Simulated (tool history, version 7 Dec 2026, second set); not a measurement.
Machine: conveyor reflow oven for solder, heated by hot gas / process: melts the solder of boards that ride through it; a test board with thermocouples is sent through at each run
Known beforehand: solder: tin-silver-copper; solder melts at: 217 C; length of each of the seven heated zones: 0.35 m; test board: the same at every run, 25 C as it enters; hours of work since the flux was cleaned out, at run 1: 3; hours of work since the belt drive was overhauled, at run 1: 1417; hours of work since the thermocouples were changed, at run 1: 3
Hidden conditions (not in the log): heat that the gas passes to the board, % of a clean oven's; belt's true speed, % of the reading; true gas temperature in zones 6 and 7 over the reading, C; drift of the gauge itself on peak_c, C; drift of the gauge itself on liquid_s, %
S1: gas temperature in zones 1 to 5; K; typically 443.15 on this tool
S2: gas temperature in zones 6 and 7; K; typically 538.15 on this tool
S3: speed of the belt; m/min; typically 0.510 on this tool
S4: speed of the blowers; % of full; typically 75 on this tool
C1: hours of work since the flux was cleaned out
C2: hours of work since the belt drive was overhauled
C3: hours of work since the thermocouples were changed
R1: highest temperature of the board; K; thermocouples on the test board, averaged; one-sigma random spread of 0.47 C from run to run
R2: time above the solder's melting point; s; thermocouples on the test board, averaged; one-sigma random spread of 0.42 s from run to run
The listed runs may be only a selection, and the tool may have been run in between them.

run 1 hour=0.0 | S1=443.15 S2=538.15 S3=0.510 S4=75 | C1=3 C2=1417 C3=3 | R1=526.45 R2=61.8
-- hour=79.9 belt drive overhauled, speed set with a stopwatch
run 2 hour=88.9 | S1=443.15 S2=538.15 S3=0.510 S4=75 | C1=59 C2=6 C3=59 | R1=525.75 R2=61.3
run 3 hour=131.0 | S1=443.15 S2=538.15 S3=0.510 S4=75 | C1=87 C2=34 C3=87 | R1=525.35 R2=61.9
run 4 hour=181.7 | S1=443.15 S2=552.15 S3=0.510 S4=75 | C1=121 C2=68 C3=121 | R1=538.45 R2=69.0
run 5 hour=262.8 | S1=441.15 S2=538.15 S3=0.510 S4=75 | C1=175 C2=122 C3=175 | R1=525.15 R2=61.1
run 6 hour=332.8 | S1=441.15 S2=538.15 S3=0.510 S4=75 | C1=222 C2=168 C3=222 | R1=524.55 R2=60.5
run 7 hour=385.8 | S1=441.15 S2=538.15 S3=0.510 S4=75 | C1=257 C2=204 C3=257 | R1=524.85 R2=60.6
run 8 hour=474.2 | S1=441.15 S2=538.15 S3=0.510 S4=57 | C1=316 C2=262 C3=316 | R1=519.75 R2=53.5
run 9 hour=523.1 | S1=443.15 S2=538.15 S3=0.510 S4=75 | C1=348 C2=295 C3=348 | R1=525.65 R2=61.5
-- hour=566.9 flux residue cleaned out of gas plates and filters
run 10 hour=582.7 | S1=443.15 S2=538.15 S3=0.510 S4=75 | C1=10 C2=331 C3=385 | R1=525.45 R2=60.8
run 11 hour=665.9 | S1=443.15 S2=538.15 S3=0.510 S4=75 | C1=66 C2=387 C3=440 | R1=525.85 R2=61.9
run 12 hour=704.6 | S1=443.15 S2=538.15 S3=0.510 S4=75 | C1=92 C2=412 C3=466 | R1=526.05 R2=61.8
run 13 hour=781.2 | S1=443.15 S2=538.15 S3=0.510 S4=75 | C1=143 C2=463 C3=517 | R1=526.05 R2=61.7
run 14 hour=825.9 | S1=443.15 S2=541.15 S3=0.510 S4=53 | C1=172 C2=493 C3=546 | R1=520.95 R2=55.2
run 15 hour=912.9 | S1=457.15 S2=541.15 S3=0.502 S4=53 | C1=230 C2=551 C3=604 | R1=524.25 R2=65.7

The next listed run, before its measurement:
run 16 hour=998.0 | S1=457.15 S2=541.15 S3=0.502 S4=53 | C1=287 C2=608 C3=661 | R1=? R2=?

{"run 16": {"R1": 523.35, "R2": 65.5}}
Had the tool carried no hidden state, the very same run would have given R1 523.45 K, R2 65.6 s.
